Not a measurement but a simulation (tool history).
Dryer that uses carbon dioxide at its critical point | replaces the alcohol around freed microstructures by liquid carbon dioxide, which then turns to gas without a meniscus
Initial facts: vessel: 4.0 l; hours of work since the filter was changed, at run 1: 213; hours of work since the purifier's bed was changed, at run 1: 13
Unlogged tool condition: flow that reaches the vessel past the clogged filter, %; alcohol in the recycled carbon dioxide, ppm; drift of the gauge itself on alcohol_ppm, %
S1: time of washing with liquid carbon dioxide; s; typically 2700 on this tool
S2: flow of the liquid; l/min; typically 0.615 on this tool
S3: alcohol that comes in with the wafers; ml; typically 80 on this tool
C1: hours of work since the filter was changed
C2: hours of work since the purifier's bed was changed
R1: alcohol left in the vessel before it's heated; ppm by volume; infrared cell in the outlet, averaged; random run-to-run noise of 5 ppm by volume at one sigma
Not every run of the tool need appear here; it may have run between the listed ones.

run	day	S1	S2	S3	C1	C2	R1
1	0.000	2700	0.615	80	213	13	38
2	0.508	2700	0.615	80	219	18	44
3	1.058	2700	0.615	80	225	24	43
4	1.458	2700	0.615	80	229	29	37
5	2.000	2700	0.615	80	235	35	46
6	2.517	2700	0.679	80	241	40	37
7	3.058	2700	0.679	80	247	46	31
8	3.342	2700	0.615	62	250	50	49
9	3.742	2700	0.540	62	254	54	72
10	3.983	2700	0.615	21	257	57	34
11	4.367	2700	0.615	21	261	61	36
12	4.662	2700	0.845	80	264	64	37
13	5.017	2700	0.845	80	268	68	43
14	5.346	2700	0.845	80	272	72	39
15	5.771	2700	0.448	80	277	76	199
16	6.133	2700	0.695	57	281	80	46
17	6.612	3300	0.615	30	286	86	36
18	7.167	2700	0.416	50	292	92	186
19	7.700	2100	0.615	52	298	98	132
20	8.071	2700	0.615	58	302	102	65
21	8.533	3360	0.713	24	307	107	49
22	8.933	3360	0.530	27	312	111	55
23	9.417	3360	0.530	27	317	117	68
24	9.871	3780	0.807	48	322	122	52
25	10.421	2700	0.647	34	328	128	64

How would selected steps in R1 from run to run divide? Give the signed amount a tool lacking its hidden state would still show from settings, what came in and random variation, and the signed amount left for the hidden state, including any gauge scatter that is not in both of the compared results.
Run 14 -> 15: S2 0.845 -> 0.448. R1 +160 ppm by volume: hidden state +36, all else +124.
Run 15 -> 16: S2 0.448 -> 0.695, S3 80 -> 57. R1 -153 ppm by volume: hidden state -32, all else -121.

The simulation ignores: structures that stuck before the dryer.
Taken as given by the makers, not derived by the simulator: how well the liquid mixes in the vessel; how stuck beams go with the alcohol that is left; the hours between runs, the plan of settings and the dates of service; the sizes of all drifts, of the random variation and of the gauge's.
